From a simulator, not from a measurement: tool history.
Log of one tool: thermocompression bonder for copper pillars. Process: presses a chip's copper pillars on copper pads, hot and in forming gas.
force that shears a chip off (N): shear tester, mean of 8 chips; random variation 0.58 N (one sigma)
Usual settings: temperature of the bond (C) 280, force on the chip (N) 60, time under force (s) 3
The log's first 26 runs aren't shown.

run,hour,temperature of the bond (C),force on the chip (N),time under force (s),force that shears a chip off (N)
27,733.3,264,65,2,38.3
28,761.3,270,36,3,30.5
29,783.9,265,60,5,51.0
30,803.1,265,60,5,51.3
31,841.8,262,43,8,46.4
32,872.6,303,50,2,48.7
33,905.6,291,75,2,55.4
34,924.8,297,48,3,51.3
35,947.4,272,48,3,37.6
36,967.2,272,48,3,39.0
37,985.1,280,83,3,59.4
38,1022.7,263,46,6,43.7
39,1056.8,263,46,6,44.8

4 ways to go on from here, each from the tool as it stands after run 39. What would each give?
A,1076.5,280,60,3,?
B,1076.5,308,66,2,?
C,1076.5,258,60,4,?
D,1076.5,253,51,3,?

run,force that shears a chip off (N)
A,48.6
B,58.4
C,42.3
D,31.2
Without the tool's hidden state the same runs would have given:
run,force that shears a chip off (N)
A,49.8
B,60.5
C,43.0
D,31.5

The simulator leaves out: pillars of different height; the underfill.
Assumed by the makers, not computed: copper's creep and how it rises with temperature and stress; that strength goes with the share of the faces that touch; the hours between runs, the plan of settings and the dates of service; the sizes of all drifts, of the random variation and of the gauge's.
